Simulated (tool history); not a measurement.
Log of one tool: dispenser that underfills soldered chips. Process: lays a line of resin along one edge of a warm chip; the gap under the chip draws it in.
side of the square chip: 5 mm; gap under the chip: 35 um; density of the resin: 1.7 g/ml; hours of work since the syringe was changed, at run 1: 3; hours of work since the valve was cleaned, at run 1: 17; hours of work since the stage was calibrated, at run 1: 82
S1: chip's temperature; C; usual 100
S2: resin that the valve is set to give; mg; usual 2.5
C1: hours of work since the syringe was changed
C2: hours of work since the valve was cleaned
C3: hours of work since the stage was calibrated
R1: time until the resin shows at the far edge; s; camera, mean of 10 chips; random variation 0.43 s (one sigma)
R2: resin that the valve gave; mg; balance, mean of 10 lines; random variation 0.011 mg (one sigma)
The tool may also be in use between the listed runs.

{"run": 1, "hour": 0.0, "S1": 100, "S2": 2.5, "C1": 3, "C2": 17, "C3": 82, "R1": 35.9, "R2": 2.48}
{"run": 2, "hour": 4.5, "S1": 102, "S2": 2.5, "C1": 6, "C2": 21, "C3": 85, "R1": 39.7, "R2": 2.44}
{"run": 3, "hour": 6.8, "S1": 100, "S2": 2.75, "C1": 8, "C2": 22, "C3": 87, "R1": 46.7, "R2": 2.7}
{"hour": 9.5, "done": "new syringe of resin"}
{"run": 4, "hour": 11.4, "S1": 100, "S2": 2.75, "C1": 1, "C2": 25, "C3": 90, "R1": 32.7, "R2": 2.68}
{"run": 5, "hour": 15.2, "S1": 100, "S2": 2.75, "C1": 4, "C2": 28, "C3": 93, "R1": 37.1, "R2": 2.69}
{"run": 6, "hour": 19.3, "S1": 100, "S2": 2.75, "C1": 7, "C2": 31, "C3": 96, "R1": 44.3, "R2": 2.68}
{"run": 7, "hour": 22.6, "S1": 100, "S2": 2.75, "C1": 10, "C2": 34, "C3": 98, "R1": 48.5, "R2": 2.69}
{"hour": 23.2, "done": "new syringe of resin"}
{"run": 8, "hour": 25.9, "S1": 100, "S2": 2.75, "C1": 2, "C2": 36, "C3": 100, "R1": 33.4, "R2": 2.67}
{"run": 9, "hour": 28.5, "S1": 100, "S2": 2.75, "C1": 4, "C2": 38, "C3": 102, "R1": 37.5, "R2": 2.65}
{"run": 10, "hour": 31.9, "S1": 100, "S2": 2.5, "C1": 6, "C2": 40, "C3": 105, "R1": 42.5, "R2": 2.43}
{"run": 11, "hour": 35.1, "S1": 100, "S2": 2.5, "C1": 9, "C2": 42, "C3": 107, "R1": 47.6, "R2": 2.42}
{"hour": 37.0, "done": "new syringe of resin"}
{"run": 12, "hour": 37.7, "S1": 100, "S2": 2.85, "C1": 1, "C2": 44, "C3": 109, "R1": 32.4, "R2": 2.73}
{"run": 13, "hour": 40.3, "S1": 100, "S2": 2.5, "C1": 2, "C2": 46, "C3": 111, "R1": 34.8, "R2": 2.39}
{"run": 14, "hour": 42.9, "S1": 100, "S2": 2.5, "C1": 4, "C2": 48, "C3": 113, "R1": 38.8, "R2": 2.39}
{"run": 15, "hour": 47.4, "S1": 100, "S2": 2.17, "C1": 8, "C2": 51, "C3": 116, "R1": 47.1, "R2": 2.06}
{"hour": 50.4, "done": "new syringe of resin"}
{"run": 16, "hour": 50.4, "S1": 100, "S2": 2.17, "C1": 0, "C2": 53, "C3": 118, "R1": 32.6, "R2": 2.07}
{"run": 17, "hour": 54.5, "S1": 100, "S2": 2.17, "C1": 3, "C2": 56, "C3": 121, "R1": 36.6, "R2": 2.09}
{"run": 18, "hour": 57.7, "S1": 100, "S2": 2.17, "C1": 5, "C2": 58, "C3": 123, "R1": 41.5, "R2": 2.07}
{"run": 19, "hour": 62.2, "S1": 100, "S2": 2.61, "C1": 9, "C2": 62, "C3": 126, "R1": 48.3, "R2": 2.48}
{"hour": 64.3, "done": "new syringe of resin"}
{"run": 20, "hour": 65.3, "S1": 100, "S2": 2.61, "C1": 1, "C2": 64, "C3": 128, "R1": 31.4, "R2": 2.5}
{"run": 21, "hour": 67.4, "S1": 100, "S2": 2.41, "C1": 2, "C2": 65, "C3": 130, "R1": 34.6, "R2": 2.28}
{"run": 22, "hour": 72.0, "S1": 100, "S2": 2.41, "C1": 6, "C2": 69, "C3": 133, "R1": 41, "R2": 2.3}
{"run": 23, "hour": 76.0, "S1": 112, "S2": 2.37, "C1": 8, "C2": 71, "C3": 136, "R1": 34.9, "R2": 2.24}
{"hour": 78.2, "done": "new syringe of resin"}
{"run": 24, "hour": 79.1, "S1": 93, "S2": 2.41, "C1": 1, "C2": 73, "C3": 138, "R1": 37.9, "R2": 2.27}
{"run": 25, "hour": 83.7, "S1": 111, "S2": 2.86, "C1": 4, "C2": 77, "C3": 142, "R1": 29.2, "R2": 2.7}
{"run": 26, "hour": 85.9, "S1": 110, "S2": 2.39, "C1": 6, "C2": 78, "C3": 143, "R1": 31.3, "R2": 2.24}
{"run": 27, "hour": 90.7, "S1": 110, "S2": 2.39, "C1": 9, "C2": 82, "C3": 147, "R1": 37.9, "R2": 2.22}
{"hour": 91.8, "done": "new syringe of resin"}
{"run": 28, "hour": 95.7, "S1": 101, "S2": 3.14, "C1": 3, "C2": 85, "C3": 150, "R1": 32.3, "R2": 2.92}
{"run": 29, "hour": 100.1, "S1": 114, "S2": 2.11, "C1": 6, "C2": 89, "C3": 153, "R1": 30.2, "R2": 2}
{"run": 30, "hour": 103.2, "S1": 94, "S2": 3, "C1": 8, "C2": 91, "C3": 155, "R1": 52.3, "R2": 2.8}
{"hour": 105.4, "done": "new syringe of resin"}
{"run": 31, "hour": 107.7, "S1": 115, "S2": 2.5, "C1": 2, "C2": 94, "C3": 159, "R1": 23, "R2": 2.32}
{"run": 32, "hour": 110.8, "S1": 105, "S2": 3.19, "C1": 4, "C2": 96, "C3": 161, "R1": 31.4, "R2": 2.97}
{"run": 33, "hour": 113.4, "S1": 87, "S2": 3.14, "C1": 6, "C2": 98, "C3": 163, "R1": 56.6, "R2": 2.91}
{"run": 34, "hour": 117.9, "S1": 87, "S2": 3.14, "C1": 9, "C2": 101, "C3": 166, "R1": 64.7, "R2": 2.93}
{"hour": 119.1, "done": "new syringe of resin"}
{"run": 35, "hour": 120.9, "S1": 90, "S2": 2.34, "C1": 1, "C2": 103, "C3": 168, "R1": 43.4, "R2": 2.17}
{"hour": 122.1, "done": "dispensing valve cleaned and set on the balance"}
{"run": 36, "hour": 125.7, "S1": 90, "S2": 2.34, "C1": 4, "C2": 3, "C3": 171, "R1": 49.6, "R2": 2.33}
{"run": 37, "hour": 128.0, "S1": 90, "S2": 2.34, "C1": 6, "C2": 4, "C3": 172, "R1": 53.5, "R2": 2.33}

Hidden state at the last listed run before each entry between runs and at the first one after, where it differs:
Between runs 3 and 4: new syringe of resin (hour 9.5)
  resin's viscosity, % of fresh resin's: 147.9 -> 107.2; dose that the valve gives, % of what is set: 97.94 -> 97.71; true chip temperature over the reading, C: 0.42 -> 0.44
  measured less the result without the state, R1: +14.8 -> +1.9 s; R2: -0.06 -> -0.06 mg
Between runs 7 and 8: new syringe of resin (hour 23.2)
  resin's viscosity, % of fresh resin's: 160.4 -> 110.2; dose that the valve gives, % of what is set: 97.12 -> 96.98; true chip temperature over the reading, C: 0.5 -> 0.52
  measured less the result without the state, R1: +18 -> +2.8 s; R2: -0.07 -> -0.08 mg
Between runs 11 and 12: new syringe of resin (hour 37)
  resin's viscosity, % of fresh resin's: 153.2 -> 104.1; dose that the valve gives, % of what is set: 96.54 -> 96.43; true chip temperature over the reading, C: 0.57 -> 0.58
  measured less the result without the state, R1: +16.3 -> +0.8 s; R2: -0.09 -> -0.1 mg
Between runs 15 and 16: new syringe of resin (hour 50.4)
  resin's viscosity, % of fresh resin's: 147.7 -> 102.2; dose that the valve gives, % of what is set: 95.91 -> 95.77; true chip temperature over the reading, C: 0.63 -> 0.64
  measured less the result without the state, R1: +15.1 -> +0.4 s; R2: -0.09 -> -0.1 mg
Between runs 19 and 20: new syringe of resin (hour 64.3)
  resin's viscosity, % of fresh resin's: 155.7 -> 102.5; dose that the valve gives, % of what is set: 95.19 -> 95.05; true chip temperature over the reading, C: 0.71 -> 0.72
  measured less the result without the state, R1: +16.7 -> +0.3 s; R2: -0.12 -> -0.13 mg
Between runs 23 and 24: new syringe of resin (hour 78.2)
  resin's viscosity, % of fresh resin's: 150.6 -> 102.9; dose that the valve gives, % of what is set: 94.53 -> 94.39; true chip temperature over the reading, C: 0.78 -> 0.8
  measured less the result without the state, R1: +11.4 -> +0.6 s; R2: -0.13 -> -0.14 mg
Between runs 27 and 28: new syringe of resin (hour 91.8)
  resin's viscosity, % of fresh resin's: 156.4 -> 114.5; dose that the valve gives, % of what is set: 93.8 -> 93.57; true chip temperature over the reading, C: 0.86 -> 0.88
  measured less the result without the state, R1: +13.4 -> +3.6 s; R2: -0.15 -> -0.2 mg
Between runs 30 and 31: new syringe of resin (hour 105.4)
  resin's viscosity, % of fresh resin's: 150 -> 107.8; dose that the valve gives, % of what is set: 93.18 -> 92.96; true chip temperature over the reading, C: 0.92 -> 0.94
  measured less the result without the state, R1: +16.8 -> +1.3 s; R2: -0.2 -> -0.18 mg
Between runs 34 and 35: new syringe of resin (hour 119.1)
  resin's viscosity, % of fresh resin's: 155.3 -> 106.7; dose that the valve gives, % of what is set: 92.44 -> 92.29; true chip temperature over the reading, C: 1 -> 1.01
  measured less the result without the state, R1: +22 -> +2.1 s; R2: -0.24 -> -0.18 mg
Between runs 35 and 36: dispensing valve cleaned and set on the balance (hour 122.1)
  resin's viscosity, % of fresh resin's: 106.7 -> 122.6; dose that the valve gives, % of what is set: 92.29 -> 99.64; true chip temperature over the reading, C: 1.01 -> 1.03
  measured less the result without the state, R1: +2.1 -> +8 s; R2: -0.18 -> -0.01 mg
